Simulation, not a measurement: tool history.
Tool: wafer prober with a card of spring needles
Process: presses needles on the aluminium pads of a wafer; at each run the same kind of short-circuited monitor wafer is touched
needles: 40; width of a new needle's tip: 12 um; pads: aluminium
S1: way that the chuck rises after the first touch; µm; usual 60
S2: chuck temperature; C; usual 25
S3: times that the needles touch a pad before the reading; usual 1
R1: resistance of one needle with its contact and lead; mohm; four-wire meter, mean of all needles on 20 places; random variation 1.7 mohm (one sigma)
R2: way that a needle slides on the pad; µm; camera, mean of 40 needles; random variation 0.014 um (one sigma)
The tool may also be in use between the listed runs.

run   hour  S1  S2  S3   R1     R2
  1    0.0  60  25   1  235  16.50
       2.9  -- tips cleaned on abrasive film
      16.0  -- tips cleaned on abrasive film
  2   20.8  60  25   1  225  16.43
      28.6  -- tips cleaned on abrasive film
      40.9  -- tips cleaned on abrasive film
  3   42.7  60  25   1  197  16.34
      50.6  -- height of the first contact set anew
      54.3  -- tips cleaned on abrasive film
  4   55.9  60  38   1  199  16.29
      67.7  -- tips cleaned on abrasive film
  5   71.9  60  38   1  224  16.28
      80.5  -- tips cleaned on abrasive film
  6   83.3  60  38   1  211  16.24
      94.3  -- tips cleaned on abrasive film
  7  100.3  60  93   2  217  16.19
     106.7  -- tips cleaned on abrasive film
     109.9  -- height of the first contact set anew, once more
  8  114.4  59  91   2  217  16.32
     119.3  -- tips cleaned on abrasive film
  9  131.1  72  31   1  223  19.87
     132.3  -- tips cleaned on abrasive film
     145.2  -- tips cleaned on abrasive film
 10  149.0  72  64   1  210  19.80

Hidden state or all else? Some run-to-run changes of R1, split into what the settings, what came in and random variation would give without the hidden state, and what is left for the hidden state (with any gauge scatter that isn't in both results):
The hidden state here: debris on the tips, nm; way that the needles fall short of the set height, um; tips' diameter, um; drift of the gauge itself on contact_mohm, %; drift of the gauge itself on scrub_um, %.
Run 2 -> 3: tips cleaned on abrasive film, tips cleaned on abrasive film. R1 -28 mohm: hidden state -27, all else -1.
